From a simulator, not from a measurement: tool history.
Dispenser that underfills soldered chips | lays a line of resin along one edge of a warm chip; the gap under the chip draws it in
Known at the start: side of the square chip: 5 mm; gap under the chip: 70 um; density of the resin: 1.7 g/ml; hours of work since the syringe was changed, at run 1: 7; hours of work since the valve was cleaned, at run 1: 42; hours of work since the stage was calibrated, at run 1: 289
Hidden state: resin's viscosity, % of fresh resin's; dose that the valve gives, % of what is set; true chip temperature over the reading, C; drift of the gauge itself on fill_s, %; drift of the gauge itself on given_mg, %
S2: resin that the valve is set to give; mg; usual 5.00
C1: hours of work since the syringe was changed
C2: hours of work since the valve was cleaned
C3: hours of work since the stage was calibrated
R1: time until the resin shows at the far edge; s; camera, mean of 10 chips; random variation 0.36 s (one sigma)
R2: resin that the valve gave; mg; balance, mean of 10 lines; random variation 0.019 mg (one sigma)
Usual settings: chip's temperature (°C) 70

run 1 hour=0.0 | chip's_temperature_(°C)=70 S2=5.00 | C1=7 C2=42 C3=289 | R1=31.6 R2=4.88
-- hour=3.6 dispensing valve cleaned and set on the balance
-- hour=5.3 new syringe of resin
run 2 hour=14.8 | chip's_temperature_(°C)=70 S2=5.00 | C1=7 C2=8 C3=299 | R1=30.9 R2=5.01
-- hour=20.0 new syringe of resin
run 3 hour=24.5 | chip's_temperature_(°C)=70 S2=5.00 | C1=3 C2=14 C3=305 | R1=23.6 R2=4.94
-- hour=33.8 new syringe of resin
run 4 hour=33.8 | chip's_temperature_(°C)=70 S2=5.00 | C1=0 C2=21 C3=312 | R1=17.8 R2=4.99
run 5 hour=43.2 | chip's_temperature_(°C)=70 S2=5.00 | C1=7 C2=27 C3=318 | R1=30.3 R2=4.94
-- hour=47.6 new syringe of resin
run 6 hour=54.8 | chip's_temperature_(°C)=70 S2=5.00 | C1=5 C2=35 C3=326 | R1=27.5 R2=4.90
-- hour=61.2 new syringe of resin
-- hour=66.8 dispensing valve cleaned and set on the balance
run 7 hour=70.6 | chip's_temperature_(°C)=70 S2=5.00 | C1=6 C2=3 C3=337 | R1=28.7 R2=4.97
-- hour=76.3 new syringe of resin
run 8 hour=78.1 | chip's_temperature_(°C)=70 S2=5.00 | C1=1 C2=8 C3=342 | R1=20.0 R2=4.95
run 9 hour=85.4 | chip's_temperature_(°C)=70 S2=5.00 | C1=6 C2=13 C3=347 | R1=29.9 R2=4.96
-- hour=90.7 new syringe of resin
run 10 hour=101.8 | chip's_temperature_(°C)=70 S2=5.00 | C1=8 C2=24 C3=358 | R1=31.8 R2=4.96
-- hour=104.7 new syringe of resin
run 11 hour=108.7 | chip's_temperature_(°C)=70 S2=5.00 | C1=3 C2=29 C3=363 | R1=22.2 R2=4.92
-- hour=118.6 new syringe of resin
run 12 hour=124.9 | chip's_temperature_(°C)=70 S2=5.00 | C1=4 C2=40 C3=374 | R1=25.2 R2=4.90
-- hour=129.7 dispensing valve cleaned and set on the balance
-- hour=133.2 new syringe of resin
run 13 hour=138.9 | chip's_temperature_(°C)=70 S2=5.00 | C1=4 C2=6 C3=383 | R1=24.3 R2=4.99
-- hour=147.3 new syringe of resin
run 14 hour=152.9 | chip's_temperature_(°C)=70 S2=5.00 | C1=4 C2=16 C3=393 | R1=25.3 R2=4.95
-- hour=161.8 new syringe of resin
run 15 hour=162.6 | chip's_temperature_(°C)=70 S2=5.00 | C1=1 C2=23 C3=400 | R1=18.8 R2=4.91
run 16 hour=172.6 | chip's_temperature_(°C)=70 S2=5.00 | C1=8 C2=30 C3=407 | R1=32.9 R2=4.87
-- hour=176.0 new syringe of resin
run 17 hour=186.1 | chip's_temperature_(°C)=70 S2=5.00 | C1=7 C2=39 C3=416 | R1=30.6 R2=4.89
-- hour=190.2 new syringe of resin
-- hour=193.2 dispensing valve cleaned and set on the balance
run 18 hour=199.3 | chip's_temperature_(°C)=55 S2=6.04 | C1=6 C2=4 C3=424 | R1=62.9 R2=6.03
-- hour=205.7 new syringe of resin
run 19 hour=207.8 | chip's_temperature_(°C)=55 S2=6.04 | C1=1 C2=10 C3=430 | R1=44.3 R2=6.01
-- hour=219.9 new syringe of resin
run 20 hour=221.8 | chip's_temperature_(°C)=55 S2=6.04 | C1=1 C2=20 C3=440 | R1=43.9 R2=5.97
-- hour=233.8 new syringe of resin
run 21 hour=237.2 | chip's_temperature_(°C)=83 S2=5.04 | C1=2 C2=31 C3=451 | R1=11.4 R2=4.93
-- hour=247.7 new syringe of resin
run 22 hour=249.9 | chip's_temperature_(°C)=62 S2=5.09 | C1=2 C2=39 C3=459 | R1=30.6 R2=4.97
-- hour=257.0 dispensing valve cleaned and set on the balance
run 23 hour=261.6 | chip's_temperature_(°C)=73 S2=4.46 | C1=9 C2=3 C3=467 | R1=30.9 R2=4.43
-- hour=262.9 new syringe of resin
run 24 hour=269.5 | chip's_temperature_(°C)=73 S2=4.46 | C1=5 C2=9 C3=472 | R1=22.6 R2=4.40
-- hour=276.8 new syringe of resin
run 25 hour=280.2 | chip's_temperature_(°C)=62 S2=5.84 | C1=2 C2=16 C3=480 | R1=31.8 R2=5.79
run 26 hour=286.9 | chip's_temperature_(°C)=70 S2=4.97 | C1=7 C2=21 C3=485 | R1=30.7 R2=4.90
-- hour=290.9 new syringe of resin
run 27 hour=297.3 | chip's_temperature_(°C)=70 S2=4.97 | C1=5 C2=28 C3=492 | R1=25.3 R2=4.89
-- hour=305.2 new syringe of resin
run 28 hour=308.0 | chip's_temperature_(°C)=70 S2=4.97 | C1=2 C2=35 C3=499 | R1=19.8 R2=4.88
run 29 hour=315.3 | chip's_temperature_(°C)=56 S2=5.00 | C1=7 C2=40 C3=504 | R1=64.6 R2=4.94
-- hour=319.5 new syringe of resin
-- hour=320.5 dispensing valve cleaned and set on the balance
run 30 hour=324.9 | chip's_temperature_(°C)=84 S2=5.40 | C1=3 C2=3 C3=510 | R1=11.3 R2=5.44
-- hour=334.7 new syringe of resin
run 31 hour=341.2 | chip's_temperature_(°C)=55 S2=5.64 | C1=5 C2=14 C3=521 | R1=55.5 R2=5.61
-- hour=348.9 new syringe of resin
run 32 hour=356.4 | chip's_temperature_(°C)=55 S2=5.64 | C1=5 C2=25 C3=532 | R1=59.1 R2=5.54
-- hour=362.7 new syringe of resin
run 33 hour=365.3 | chip's_temperature_(°C)=55 S2=5.64 | C1=2 C2=31 C3=538 | R1=46.0 R2=5.55

Forecast each of these 3 alternatives for the next run:
run A hour=372.7 | chip's_temperature_(°C)=79 S2=4.91 | C1=7 C2=36 C3=543 | R1=? R2=?
run B hour=372.7 | chip's_temperature_(°C)=55 S2=6.13 | C1=7 C2=36 C3=543 | R1=? R2=?
run C hour=372.7 | chip's_temperature_(°C)=56 S2=5.82 | C1=7 C2=36 C3=543 | R1=? R2=?

run=A R1=19.7 R2=4.83
run=B R1=68.8 R2=6.00
run=C R1=64.4 R2=5.74
Without the tool's hidden state the same runs would have given:
run=A R1=12.7 R2=4.92
run=B R1=44.7 R2=6.12
run=C R1=41.8 R2=5.85

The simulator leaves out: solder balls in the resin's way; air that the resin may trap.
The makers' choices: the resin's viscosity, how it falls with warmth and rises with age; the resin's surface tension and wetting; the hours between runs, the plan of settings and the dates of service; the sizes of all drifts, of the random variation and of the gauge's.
